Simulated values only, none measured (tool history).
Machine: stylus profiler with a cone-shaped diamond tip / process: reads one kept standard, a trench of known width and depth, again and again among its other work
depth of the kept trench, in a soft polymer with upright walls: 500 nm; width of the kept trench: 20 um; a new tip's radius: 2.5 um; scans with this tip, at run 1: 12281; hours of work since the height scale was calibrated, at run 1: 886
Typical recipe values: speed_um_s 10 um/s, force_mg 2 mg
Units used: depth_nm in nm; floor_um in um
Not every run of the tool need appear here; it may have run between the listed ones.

run	hour	speed_um_s	force_mg	scans with this tip	hours of work since the height scale was calibrated	depth_nm	floor_um
1	0	10	2	12281	886	500.87	16.08
2	57.5	10	2	12752	920	500.84	16.12
3	151.9	10	2	13525	976	500.73	16.01
4	224.1	10	2	14116	1019	500.53	16.02
5	307.9	3	2	14803	1068	500.4	15.99
6	355.4	33	2	15192	1096	500.53	15.85
7	417.5	33	2	15700	1133	500.33	15.82
8	487.9	33	2	16278	1175	500.38	15.8
9	538.9	33	2	16695	1205	500.17	15.74
10	578.7	33	2	17021	1228	500.32	15.75
11	620.3	2	2	17362	1253	499.98	15.81
12	676	11	3.63	17818	1286	501.13	15.8
13	742.1	3	1.32	18360	1325	499.45	15.81
14	816.9	11	1.04	18972	1369	499.28	15.69
15	860.4	4	2	19328	1395	500.24	15.73
16	927.1	3	2.01	19875	1434	499.87	15.69
17	973.7	20	1.81	20256	1462	499.7	15.57
18	1031.9	20	1.81	20733	1496	499.84	15.52
19	1092.6	11	2.14	21231	1532	499.97	15.63

Forecast run 20:
20	1188.2	11	2.14	22014	1589	?	?

For run 20 the tool returned depth_nm 499.8 nm, floor_um 15.55 um.
Were there no unlogged condition in the tool, this run, its random variation unchanged, would have produced depth_nm 502.68 nm, floor_um 16.96 um.

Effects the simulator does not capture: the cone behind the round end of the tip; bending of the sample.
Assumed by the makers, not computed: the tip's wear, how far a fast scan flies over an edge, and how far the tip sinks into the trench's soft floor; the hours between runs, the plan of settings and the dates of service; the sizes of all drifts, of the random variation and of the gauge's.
